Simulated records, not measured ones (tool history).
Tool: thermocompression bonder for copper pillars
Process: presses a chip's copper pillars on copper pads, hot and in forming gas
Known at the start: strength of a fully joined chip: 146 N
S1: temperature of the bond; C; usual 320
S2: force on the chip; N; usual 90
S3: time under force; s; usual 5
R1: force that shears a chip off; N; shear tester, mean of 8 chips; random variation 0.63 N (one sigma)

run,hour,S1,S2,S3,R1
1,0.0,320,90,5,78.2
# hour 13.5: forming gas filter changed
2,28.0,320,90,5,83.6
3,50.1,320,90,5,82.7
4,79.2,320,90,5,81.5
5,111.0,320,90,15,108.2
6,138.4,320,90,5,79.9
# hour 161.6: force cell calibrated
7,182.0,320,90,5,74.0
8,215.8,320,90,5,73.7
# hour 246.0: forming gas filter changed
9,257.9,320,90,5,77.4
10,303.3,320,90,5,75.9
11,333.0,320,90,5,75.6
12,369.7,320,90,5,73.5
13,389.7,320,90,14,98.8
14,417.2,306,90,5,64.4
15,456.5,306,90,5,63.0
# hour 478.3: forming gas filter changed
16,492.8,306,90,5,67.0
17,533.7,306,90,5,65.2
18,567.0,306,117,5,84.3
19,587.7,306,117,5,82.9
20,627.4,306,117,5,82.3
21,671.1,343,117,6,105.4
# hour 710.3: forming gas filter changed
22,716.7,291,85,4,49.6
# hour 722.7: heater calibrated with a thermocouple chip
23,749.4,291,85,4,46.1
24,774.0,291,85,4,45.0
25,814.5,291,85,4,44.1
# hour 821.7: heater calibrated with a thermocouple chip, once more
26,856.1,297,90,6,67.1
27,884.7,292,64,5,42.0
28,914.8,338,68,8,79.8
29,938.4,295,106,12,92.9
# hour 945.1: forming gas filter changed
30,979.5,295,106,12,96.1
31,1017.5,295,106,12,97.3
32,1052.6,295,106,12,94.7
33,1074.5,339,106,8,111.0
34,1097.8,300,90,5,64.2

Measured less the same run without the tool's hidden state. The same run-to-run variation is in both; the gauge's scatter may not be:
The hidden state here: true temperature of the bond over the reading, C; force that reaches the chip, % of what is set; oxide that the forming gas leaves, % of the face; drift of the gauge itself on shear_n, %.
run,R1
1,+0.1
2,+5.2
3,+4.5
4,+3.7
5,+1.7
6,+1.9
7,-4.8
8,-5.8
9,-1.5
10,-2.8
11,-3.7
12,-4.7
13,-6.4
14,-5.5
15,-6.5
16,-2.4
17,-3.4
18,-5.1
19,-5.8
20,-7.0
21,-9.1
22,-2.9
23,-6.6
24,-7.1
25,-7.7
26,-0.5
27,-0.5
28,-2.5
29,-4.3
30,+0.8
31,-0.4
32,-1.7
33,-3.0
34,-1.9
